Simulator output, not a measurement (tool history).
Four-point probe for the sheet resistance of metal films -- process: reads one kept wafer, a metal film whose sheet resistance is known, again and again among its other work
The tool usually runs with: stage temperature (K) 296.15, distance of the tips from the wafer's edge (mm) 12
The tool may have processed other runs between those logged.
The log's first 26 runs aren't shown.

run,hour,stage temperature (K),distance of the tips from the wafer's edge (mm),sheet resistance as the instrument gives it (ohm/square)
27,2531.3,294.15,40,0.405515
28,2655.2,299.15,40,0.403832
# hour 2695.2: stage's thermometer calibrated
29,2747.3,298.15,61,0.403345
30,2844.1,297.15,7,0.407858
31,2937.4,299.15,6,0.408668
# hour 2948.5: new probe head fitted
32,3044.4,307.15,6,0.413350
33,3110.6,307.15,6,0.413203
34,3199.3,299.15,9,0.412321
35,3282.9,291.15,57,0.412416
36,3349.4,306.15,40,0.407386
37,3462.0,304.15,5,0.416508

What if the next run were any one of these 3? Each begins from the tool's condition after run 37:
A,3547.1,294.15,12,?
B,3547.1,296.15,23,?
C,3547.1,293.15,12,?

run,sheet resistance as the instrument gives it (ohm/square)
A,0.412698
B,0.410903
C,0.413037
With the hidden condition removed and each run's random variation left untouched, the same runs would have given:
run,sheet resistance as the instrument gives it (ohm/square)
A,0.407861
B,0.406086
C,0.408195
